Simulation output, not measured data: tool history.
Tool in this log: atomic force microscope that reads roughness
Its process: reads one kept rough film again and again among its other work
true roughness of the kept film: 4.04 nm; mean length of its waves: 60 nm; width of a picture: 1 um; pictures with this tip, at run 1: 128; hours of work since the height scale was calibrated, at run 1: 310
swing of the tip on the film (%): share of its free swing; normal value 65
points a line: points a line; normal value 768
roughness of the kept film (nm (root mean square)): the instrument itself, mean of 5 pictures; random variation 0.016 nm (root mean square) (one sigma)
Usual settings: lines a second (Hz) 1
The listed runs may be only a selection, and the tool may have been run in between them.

run   hour  lines a second (Hz)  swing of the tip on the film (%)  points a line  pictures with this tip  hours of work since the height scale was calibrated  roughness of the kept film (nm (root mean square))
  1      0                    1                                65            768                     128                                                  310                                               3.736
  2   18.8                    1                                69            768                     155                                                  321                                               3.673
      21.6  -- new tip fitted
  3   36.2                    1                                69            768                      21                                                  330                                               3.789
  4   55.9                    1                                69            768                      50                                                  341                                               3.749
  5   78.1                    1                                65            768                      82                                                  354                                               3.756
  6   96.8                  0.8                                65            768                     109                                                  364                                               3.766
  7    115                    1                                61            768                     135                                                  374                                               3.754
  8  125.6                 2.67                                61            768                     150                                                  380                                               3.588
     131.2  -- new tip fitted
  9    149                 2.67                                61            768                      26                                                  393                                               3.688
 10  163.8                 0.52                                61            768                      48                                                  402                                               3.835
 11    188                    1                                65            768                      82                                                  415                                               3.739
 12  208.3                    1                                65            768                     112                                                  426                                                3.72
 13  228.4                    1                                65            948                     141                                                  438                                                3.71
     240.1  -- new tip fitted
 14  250.5                    1                                65            948                      15                                                  450                                               3.799
 15  276.4                    1                                65            948                      52                                                  464                                               3.793
 16  290.6                    1                                65            768                      73                                                  472                                               3.752
 17  303.2                    1                                65            768                      91                                                  479                                               3.758
 18  320.9                    1                                84            768                     116                                                  489                                               3.577
 19  332.2                    1                                65            423                     133                                                  495                                               3.719
 20  345.5                    1                                65            768                     152                                                  503                                               3.689
     350.7  -- new tip fitted
 21    364                    1                                65            768                      19                                                  513                                               3.771
 22    385                    1                                65            768                      49                                                  525                                               3.761
 23  402.7                    1                                65            486                      75                                                  535                                               3.733
 24  414.1                    1                                65            768                      91                                                  541                                               3.739
 25  433.6                    1                                65            768                     119                                                  552                                               3.707
 26  456.6                    1                                82            768                     152                                                  565                                               3.565
     460.8  -- new tip fitted
 27  480.6                 1.93                                64            768                      28                                                  578                                               3.726
 28  506.3                 0.67                                73            294                      65                                                  592                                               3.726
 29  522.5                 0.67                                73            294                      89                                                  601                                               3.728
 30    544                 0.67                                73            294                     120                                                  613                                               3.683
 31  567.5                 2.09                                83            768                     154                                                  627                                               3.291
     570.7  -- new tip fitted
 32  593.2                    1                                80            705                      33                                                  641                                               3.652
 33  606.1                 3.84                                78            768                      51                                                  648                                               3.183
     608.4  -- height scale calibrated on a step standard
 34  632.8                 3.84                                78            359                      88                                                   14                                               3.171
     647.6  -- height scale calibrated on a step standard, once more
 35  649.5                 3.84                                78            326                     111                                                    1                                               3.182
 36  670.7                    1                                65            819                     142                                                   13                                               3.767
       683  -- new tip fitted
 37  693.5                 2.34                                63            553                      15                                                   25                                               3.731
 38  710.9                 2.34                                63            278                      40                                                   35                                               3.699
 39    730                 1.44                                61            590                      67                                                   46                                               3.793
 40  740.9                 3.11                                67            530                      83                                                   52                                               3.543
 41  765.1                 3.11                                67            530                     118                                                   65                                               3.572
 42  787.8                 3.11                                67            530                     151                                                   78                                               3.482
     792.9  -- new tip fitted
 43  807.1                 3.11                                67            530                      21                                                   89                                               3.583
 44  827.5                 3.11                                67            530                      50                                                  100                                               3.559
 45  839.6                 1.01                                78            307                      68                                                  107                                               3.682
 46  859.1                 1.51                                58            587                      96                                                  118                                               3.784
 47  882.9                 1.51                                58            897                     130                                                  131                                               3.736
       903  -- new tip fitted
 48  903.6                 2.26                                58            511                       0                                                  142                                               3.762
 49  929.8                 2.26                                58            407                      38                                                  157                                               3.786
 50  941.2                    1                                59            768                      55                                                  163                                               3.817
 51  957.1                    1                                87            645                      78                                                  172                                               3.597
 52  977.5                 0.85                                67            791                     107                                                  184                                               3.767

4 options for the next run, each taken on its own from the tool as it stands now. Forecast them:
  A  993.4                 2.01                                62            489                     130                                                  193                                                   ?
  B  993.4                 2.79                                65            768                     130                                                  193                                                   ?
  C  993.4                 0.88                                65            443                     130                                                  193                                                   ?
  D  993.4                 1.81                                76            768                     130                                                  193                                                   ?

run  roughness of the kept film (nm (root mean square))
  A                                               3.702
  B                                                3.58
  C                                               3.775
  D                                               3.547
With no hidden state in the tool, these same runs would have given:
run  roughness of the kept film (nm (root mean square))
  A                                               3.799
  B                                               3.674
  C                                               3.874
  D                                                3.64
